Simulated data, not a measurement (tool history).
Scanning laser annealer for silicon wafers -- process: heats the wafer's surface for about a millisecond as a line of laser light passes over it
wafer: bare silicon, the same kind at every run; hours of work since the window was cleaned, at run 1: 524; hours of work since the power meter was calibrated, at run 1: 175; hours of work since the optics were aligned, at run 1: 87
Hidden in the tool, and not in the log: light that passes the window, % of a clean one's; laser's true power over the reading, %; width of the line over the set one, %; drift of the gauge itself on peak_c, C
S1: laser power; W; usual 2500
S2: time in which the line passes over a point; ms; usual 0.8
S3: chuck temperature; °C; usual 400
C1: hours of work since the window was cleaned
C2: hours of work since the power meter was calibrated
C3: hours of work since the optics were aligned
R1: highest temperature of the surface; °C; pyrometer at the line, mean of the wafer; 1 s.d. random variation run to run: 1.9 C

Run 1, hour 0: usual settings; C1 524; C2 175; C3 87. Result: R1 1067 °C.
Run 2, hour 5.4: usual settings; C1 527; C2 178; C3 90. Result: R1 1071 °C.
Run 3, hour 13.7: usual settings; C1 532; C2 183; C3 95. Result: R1 1073 °C.
Run 4, hour 19.5: usual settings; C1 535; C2 186; C3 98. Result: R1 1070 °C.
Run 5, hour 24: usual settings; C1 538; C2 188; C3 101. Result: R1 1071 °C.
Run 6, hour 32.1: usual settings but S2 0.724 ms; C1 542; C2 193; C3 105. Result: R1 1040 °C.
Run 7, hour 39.7: usual settings but S3 391 °C; C1 546; C2 197; C3 109. Result: R1 1062 °C.
Run 8, hour 45: usual settings but S2 0.614 ms, S3 391 °C; C1 549; C2 200; C3 112. Result: R1 989 °C.
Run 9, hour 51.7: usual settings but S2 0.614 ms, S3 434 °C; C1 553; C2 204; C3 116. Result: R1 1033 °C.
At hour 55.3: laser's power meter calibrated.
Run 10, hour 59.1: usual settings but S2 0.614 ms, S3 434 °C; C1 556; C2 2; C3 119. Result: R1 1032 °C.
Run 11, hour 64.7: usual settings; C1 559; C2 5; C3 122. Result: R1 1070 °C.
Run 12, hour 73: usual settings but S2 0.794 ms; C1 564; C2 10; C3 127. Result: R1 1067 °C.
Run 13, hour 80.9: usual settings; C1 568; C2 14; C3 131. Result: R1 1070 °C.
Run 14, hour 84.9: usual settings; C1 570; C2 17; C3 133. Result: R1 1066 °C.
Run 15, hour 91.9: usual settings; C1 574; C2 21; C3 137. Result: R1 1069 °C.
Run 16, hour 97: usual settings; C1 577; C2 24; C3 140. Result: R1 1064 °C.
Run 17, hour 103.9: usual settings but S1 2694 W, S2 0.984 ms, S3 399 °C; C1 581; C2 28; C3 144. Result: R1 1192 °C.
At hour 107.7: laser's power meter calibrated, once more.
Run 18, hour 115.9: usual settings but S1 2694 W, S2 0.984 ms, S3 399 °C; C1 586; C2 5; C3 149. Result: R1 1196 °C.
Run 19, hour 122.1: usual settings but S1 2387 W, S2 0.625 ms, S3 376 °C; C1 590; C2 8; C3 153. Result: R1 946 °C.
Run 20, hour 128.6: usual settings but S1 2387 W, S2 0.625 ms, S3 376 °C; C1 593; C2 12; C3 156. Result: R1 941 °C.
Run 21, hour 132.4: usual settings but S1 2438 W, S2 0.804 ms, S3 373 °C; C1 595; C2 14; C3 158. Result: R1 1021 °C.
Run 22, hour 139.4: usual settings but S1 2438 W, S2 0.804 ms, S3 373 °C; C1 599; C2 18; C3 162. Result: R1 1021 °C.
Run 23, hour 145.9: usual settings but S1 2488 W, S2 0.628 ms, S3 432 °C; C1 603; C2 22; C3 166. Result: R1 1033 °C.
Run 24, hour 151: usual settings but S1 2564 W, S2 0.735 ms, S3 376 °C; C1 606; C2 24; C3 169. Result: R1 1036 °C.
Run 25, hour 154.9: usual settings but S1 2507 W, S2 0.923 ms, S3 392 °C; C1 608; C2 27; C3 171. Result: R1 1104 °C.
Run 26, hour 161: usual settings but S1 2277 W, S2 0.633 ms, S3 371 °C; C1 612; C2 30; C3 175. Result: R1 908 °C.
Run 27, hour 166.6: usual settings but S1 2167 W; C1 615; C2 33; C3 178. Result: R1 965 °C.
Run 28, hour 174.5: usual settings but S1 2679 W, S3 432 °C; C1 619; C2 38; C3 182. Result: R1 1152 °C.
Run 29, hour 179.6: usual settings but S1 2679 W, S3 432 °C; C1 622; C2 41; C3 185. Result: R1 1153 °C.
Run 30, hour 183.5: usual settings but S1 2679 W, S3 432 °C; C1 624; C2 43; C3 187. Result: R1 1152 °C.
Run 31, hour 187.9: usual settings but S1 2369 W, S2 0.602 ms, S3 432 °C; C1 627; C2 45; C3 190. Result: R1 983 °C.
Run 32, hour 195.7: usual settings but S1 2392 W, S2 0.609 ms, S3 424 °C; C1 631; C2 50; C3 194. Result: R1 986 °C.

Measured minus without-hidden-state, run by run (identical run-to-run variation in each term; gauge scatter may differ):
run   R1
  1  -40
  2  -41
  3  -41
  4  -41
  5  -41
  6  -40
  7  -42
  8  -38
  9  -39
 10  -38
 11  -43
 12  -44
 13  -45
 14  -45
 15  -45
 16  -45
 17  -55
 18  -52
 19  -38
 20  -38
 21  -43
 22  -44
 23  -41
 24  -45
 25  -49
 26  -38
 27  -40
 28  -52
 29  -52
 30  -52
 31  -40
 32  -40
